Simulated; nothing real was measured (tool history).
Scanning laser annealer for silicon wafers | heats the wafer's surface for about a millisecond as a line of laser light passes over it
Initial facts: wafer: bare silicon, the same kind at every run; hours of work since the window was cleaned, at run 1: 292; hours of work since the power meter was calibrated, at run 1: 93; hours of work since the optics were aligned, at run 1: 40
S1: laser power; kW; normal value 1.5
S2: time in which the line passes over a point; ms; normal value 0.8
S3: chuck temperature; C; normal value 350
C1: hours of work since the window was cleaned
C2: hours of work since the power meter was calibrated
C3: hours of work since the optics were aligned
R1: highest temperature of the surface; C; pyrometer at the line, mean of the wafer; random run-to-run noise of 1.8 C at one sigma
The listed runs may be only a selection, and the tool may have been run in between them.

| run | day | S1 | S2 | S3 | C1 | C2 | C3 | R1 |
|---|---|---|---|---|---|---|---|---|
| 1 | 0 | 1.5 | 0.8 | 350 | 292 | 93 | 40 | 1053 |
| 2 | 0.412 | 1.5 | 0.8 | 350 | 297 | 98 | 45 | 1052 |
| 3 | 0.838 | 1.5 | 0.8 | 357 | 302 | 104 | 51 | 1058 |
| 4 | 1.429 | 1.5 | 0.8 | 357 | 310 | 111 | 58 | 1059 |
| 5 | 2.188 | 1.5 | 0.8 | 357 | 320 | 121 | 68 | 1059 |
| 6 | 2.725 | 1.5 | 0.8 | 357 | 327 | 128 | 75 | 1058 |
| 7 | 3.562 | 1.5 | 0.8 | 350 | 338 | 139 | 86 | 1052 |
| 8 | 4.196 | 1.5 | 0.8 | 350 | 346 | 147 | 94 | 1051 |
| 9 | 4.942 | 1.5 | 0.8 | 350 | 355 | 157 | 104 | 1053 |
| 10 | 5.433 | 1.5 | 0.8 | 350 | 362 | 163 | 110 | 1049 |
| 11 | 5.829 | 1.5 | 0.8 | 350 | 367 | 168 | 115 | 1053 |
| 12 | 6.688 | 1.5 | 0.8 | 350 | 378 | 179 | 126 | 1051 |
| 13 | 7.383 | 1.5 | 0.8 | 350 | 387 | 188 | 135 | 1049 |
| 14 | 8.012 | 1.5 | 0.8 | 323 | 395 | 196 | 143 | 1022 |
| 15 | 8.662 | 1.523 | 0.8 | 323 | 404 | 205 | 152 | 1033 |
| 16 | 9.404 | 1.5 | 0.916 | 350 | 413 | 214 | 161 | 1102 |
| 17 | 9.904 | 1.5 | 0.916 | 350 | 420 | 221 | 168 | 1103 |
| 18 | 10.704 | 1.5 | 0.916 | 350 | 430 | 231 | 178 | 1101 |
| 19 | 11.358 | 1.5 | 0.968 | 350 | 438 | 240 | 187 | 1123 |
| 20 | 12.029 | 1.559 | 0.802 | 340 | 447 | 248 | 195 | 1072 |
|  | 12.167 | window over the wafer cleaned |
| 21 | 12.596 | 1.5 | 0.735 | 350 | 6 | 255 | 202 | 1004 |
| 22 | 13.038 | 1.566 | 0.794 | 331 | 11 | 260 | 207 | 1049 |
| 23 | 13.771 | 1.415 | 0.75 | 388 | 21 | 270 | 217 | 1005 |
| 24 | 14.271 | 1.5 | 0.964 | 380 | 27 | 276 | 223 | 1141 |
| 25 | 15.062 | 1.504 | 0.712 | 350 | 37 | 287 | 234 | 995 |
| 26 | 15.667 | 1.504 | 0.712 | 350 | 45 | 294 | 241 | 995 |
| 27 | 16.346 | 1.396 | 0.676 | 329 | 54 | 303 | 250 | 902 |
| 28 | 16.958 | 1.396 | 0.8 | 361 | 62 | 311 | 258 | 991 |
|  | 17.567 | window over the wafer cleaned, once more |
| 29 | 17.688 | 1.42 | 0.8 | 361 | 2 | 319 | 266 | 1028 |
| 30 | 18.275 | 1.389 | 0.857 | 361 | 9 | 327 | 274 | 1036 |
| 31 | 18.929 | 1.385 | 0.8 | 348 | 18 | 336 | 282 | 992 |
| 32 | 19.729 | 1.342 | 0.8 | 316 | 28 | 346 | 293 | 938 |
| 33 | 20.542 | 1.458 | 0.918 | 333 | 38 | 356 | 303 | 1072 |
| 34 | 21.354 | 1.302 | 0.967 | 326 | 49 | 367 | 314 | 994 |
| 35 | 21.854 | 1.368 | 0.857 | 326 | 55 | 373 | 320 | 984 |
| 36 | 22.738 | 1.368 | 0.857 | 326 | 67 | 385 | 332 | 986 |
| 37 | 23.604 | 1.377 | 0.617 | 354 | 78 | 396 | 343 | 909 |
| 38 | 24.188 | 1.342 | 0.561 | 350 | 86 | 404 | 350 | 860 |

Consider 4 possible next runs. They are alternatives, not a sequence: every one starts from the tool as it was left by run 38. What does each give?
| A | 24.562 | 1.432 | 0.694 | 367 | 91 | 408 | 355 | ? |
| B | 24.562 | 1.5 | 0.635 | 378 | 91 | 408 | 355 | ? |
| C | 24.562 | 1.342 | 0.561 | 370 | 91 | 408 | 355 | ? |
| D | 24.562 | 1.508 | 0.866 | 354 | 91 | 408 | 355 | ? |

| run | R1 |
|---|---|
| A | 986 |
| B | 998 |
| C | 882 |
| D | 1097 |
With no hidden state in the tool, these same runs would have given:
| run | R1 |
|---|---|
| A | 993 |
| B | 1005 |
| C | 888 |
| D | 1106 |

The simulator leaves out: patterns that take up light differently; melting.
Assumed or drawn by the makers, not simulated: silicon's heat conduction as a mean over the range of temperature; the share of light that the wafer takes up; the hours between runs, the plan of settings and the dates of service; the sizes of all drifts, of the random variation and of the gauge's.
